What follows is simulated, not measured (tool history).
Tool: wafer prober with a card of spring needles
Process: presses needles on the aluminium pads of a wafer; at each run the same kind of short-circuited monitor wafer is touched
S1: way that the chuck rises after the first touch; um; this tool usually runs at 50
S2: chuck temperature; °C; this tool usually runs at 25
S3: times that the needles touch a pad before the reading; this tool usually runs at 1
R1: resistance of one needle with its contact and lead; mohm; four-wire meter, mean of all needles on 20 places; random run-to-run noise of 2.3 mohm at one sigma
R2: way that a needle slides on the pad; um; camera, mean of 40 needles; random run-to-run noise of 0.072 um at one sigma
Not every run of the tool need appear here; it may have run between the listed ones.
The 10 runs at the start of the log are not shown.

{"hour": 158.4, "done": "tips cleaned on abrasive film"}
{"hour": 168.5, "done": "tips cleaned on abrasive film"}
{"run": 11, "hour": 175.2, "S1": 50, "S2": 25, "S3": 1, "R1": 374, "R2": 10.18}
{"hour": 179.3, "done": "tips cleaned on abrasive film"}
{"hour": 189.8, "done": "tips cleaned on abrasive film"}
{"run": 12, "hour": 197.1, "S1": 50, "S2": 25, "S3": 3, "R1": 303, "R2": 10.01}
{"hour": 201.5, "done": "tips cleaned on abrasive film"}
{"run": 13, "hour": 206.8, "S1": 50, "S2": 25, "S3": 3, "R1": 305, "R2": 9.96}
{"hour": 212.1, "done": "tips cleaned on abrasive film"}
{"run": 14, "hour": 220.2, "S1": 50, "S2": 25, "S3": 3, "R1": 312, "R2": 10.15}
{"hour": 223.7, "done": "tips cleaned on abrasive film"}
{"hour": 234.0, "done": "tips cleaned on abrasive film"}
{"run": 15, "hour": 238.8, "S1": 50, "S2": 25, "S3": 3, "R1": 304, "R2": 9.92}
{"hour": 244.5, "done": "tips cleaned on abrasive film"}
{"hour": 255.2, "done": "tips cleaned on abrasive film"}
{"run": 16, "hour": 255.4, "S1": 50, "S2": 113, "S3": 3, "R1": 306, "R2": 9.86}
{"hour": 265.7, "done": "tips cleaned on abrasive film"}
{"hour": 276.6, "done": "tips cleaned on abrasive film"}
{"run": 17, "hour": 279.1, "S1": 50, "S2": 113, "S3": 3, "R1": 315, "R2": 10}
{"hour": 287.8, "done": "tips cleaned on abrasive film"}
{"run": 18, "hour": 294.3, "S1": 56, "S2": 56, "S3": 2, "R1": 317, "R2": 11.07}
{"hour": 297.9, "done": "tips cleaned on abrasive film"}
{"hour": 302.1, "done": "height of the first contact set anew"}
{"hour": 308.9, "done": "tips cleaned on abrasive film"}
{"run": 19, "hour": 314.9, "S1": 30, "S2": 92, "S3": 2, "R1": 443, "R2": 6.32}
{"hour": 320.0, "done": "tips cleaned on abrasive film"}
{"run": 20, "hour": 324.9, "S1": 66, "S2": 63, "S3": 1, "R1": 322, "R2": 13.63}
{"hour": 330.8, "done": "tips cleaned on abrasive film"}
{"run": 21, "hour": 336.4, "S1": 32, "S2": 80, "S3": 2, "R1": 423, "R2": 6.56}
{"hour": 342.3, "done": "tips cleaned on abrasive film"}
{"run": 22, "hour": 350.0, "S1": 50, "S2": 40, "S3": 1, "R1": 374, "R2": 10.29}
{"hour": 354.1, "done": "tips cleaned on abrasive film"}
{"hour": 364.2, "done": "tips cleaned on abrasive film"}
{"run": 23, "hour": 370.8, "S1": 53, "S2": 44, "S3": 2, "R1": 325, "R2": 11.01}
{"hour": 376.2, "done": "tips cleaned on abrasive film"}
{"run": 24, "hour": 381.6, "S1": 50, "S2": 25, "S3": 2, "R1": 317, "R2": 10.33}
{"hour": 386.5, "done": "tips cleaned on abrasive film"}
{"hour": 397.1, "done": "tips cleaned on abrasive film"}
{"run": 25, "hour": 401.0, "S1": 62, "S2": 29, "S3": 1, "R1": 307, "R2": 12.77}
{"hour": 407.7, "done": "tips cleaned on abrasive film"}
{"hour": 418.6, "done": "tips cleaned on abrasive film"}
{"run": 26, "hour": 422.9, "S1": 55, "S2": 91, "S3": 1, "R1": 345, "R2": 11.27}
{"hour": 428.8, "done": "tips cleaned on abrasive film"}
{"run": 27, "hour": 432.6, "S1": 32, "S2": 46, "S3": 3, "R1": 362, "R2": 6.49}
{"hour": 440.0, "done": "tips cleaned on abrasive film"}
{"run": 28, "hour": 448.3, "S1": 32, "S2": 46, "S3": 3, "R1": 401, "R2": 6.38}
{"hour": 450.9, "done": "tips cleaned on abrasive film"}
{"hour": 461.5, "done": "tips cleaned on abrasive film"}
{"hour": 472.3, "done": "tips cleaned on abrasive film"}
{"run": 29, "hour": 472.3, "S1": 32, "S2": 46, "S3": 3, "R1": 312, "R2": 6.36}
{"hour": 482.8, "done": "tips cleaned on abrasive film"}
{"run": 30, "hour": 487.6, "S1": 50, "S2": 27, "S3": 1, "R1": 353, "R2": 10.16}

3 options for the next run, each taken on its own from the tool as it stands now. Forecast them:
{"hour": 493.5, "done": "tips cleaned on abrasive film"}
{"hour": 504.3, "done": "tips cleaned on abrasive film"}
{"run": "A", "hour": 507.3, "S1": 50, "S2": 27, "S3": 2, "R1": "?", "R2": "?"}
{"hour": 493.5, "done": "tips cleaned on abrasive film"}
{"hour": 504.3, "done": "tips cleaned on abrasive film"}
{"run": "B", "hour": 507.3, "S1": 33, "S2": 37, "S3": 2, "R1": "?", "R2": "?"}
{"hour": 493.5, "done": "tips cleaned on abrasive film"}
{"hour": 504.3, "done": "tips cleaned on abrasive film"}
{"run": "C", "hour": 507.3, "S1": 31, "S2": 25, "S3": 1, "R1": "?", "R2": "?"}

run=A R1=308 R2=10.09
run=B R1=381 R2=6.71
run=C R1=451 R2=6.24
Without the tool's unlogged condition, the same runs would have read:
run=A R1=267 R2=10.46
run=B R1=289 R2=7.08
run=C R1=285 R2=6.61
